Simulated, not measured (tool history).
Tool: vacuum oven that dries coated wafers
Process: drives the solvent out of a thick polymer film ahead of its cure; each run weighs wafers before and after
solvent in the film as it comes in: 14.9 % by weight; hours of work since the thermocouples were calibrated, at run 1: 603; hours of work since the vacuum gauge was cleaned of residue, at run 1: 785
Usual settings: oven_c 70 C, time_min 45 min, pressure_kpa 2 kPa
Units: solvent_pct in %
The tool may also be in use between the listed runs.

run,hour,oven_c,time_min,pressure_kpa,hours of work since the thermocouples were calibrated,hours of work since the vacuum gauge was cleaned of residue,solvent_pct
1,0,70,45,2,603,785,1.39
2,34.2,70,45,2,621,803,1.39
3,90.1,70,42,2,651,833,1.48
4,125.2,70,42,2,669,851,1.48
5,166.6,70,42,2,691,873,1.49
6,221.7,70,42,2,720,902,1.53
7,259.2,70,42,5.09,740,922,2.81
8,319.5,70,45,2,772,954,1.41
9,371.7,70,45,2,800,982,1.43
10,426,70,45,2,828,1010,1.4
11,460.6,70,45,2,847,1029,1.41
12,508.5,70,45,2,872,1054,1.42
13,549.1,70,45,2,893,1076,1.39
14,612.9,66,45,2,927,1109,2.2
15,664.4,82,70,2,954,1136,0.66
# hour 686.1: oven's thermocouples calibrated
16,715.6,63,45,3.88,16,1162,4.48
17,794.7,79,52,1.26,57,1204,0.58
# hour 799.9: vacuum gauge cleaned of residue and calibrated
18,858.3,77,59,1.57,90,31,0.8
19,933,77,59,1.57,130,70,0.84
20,990,77,59,1.57,160,101,0.79
21,1024,64,59,7.53,178,119,5.53
22,1057.7,56,76,2.44,196,136,4.81
23,1117.6,56,76,2.44,227,168,4.81
24,1154.4,56,76,2.44,247,187,4.79
25,1201.8,56,76,2.44,272,213,4.8
# hour 1245.1: vacuum gauge cleaned of residue and calibrated, once more
26,1272.8,58,43,3.1,309,15,5.82

Forecast each of these 3 alternatives for the next run:
A,1346.9,80,45,2,348,54,?
B,1346.9,77,43,1.92,348,54,?
C,1346.9,70,39,2,348,54,?

run,solvent_pct
A,0.64
B,0.7
C,1.61
Without the tool's hidden state the same runs would have given:
run,solvent_pct
A,0.63
B,0.7
C,1.6
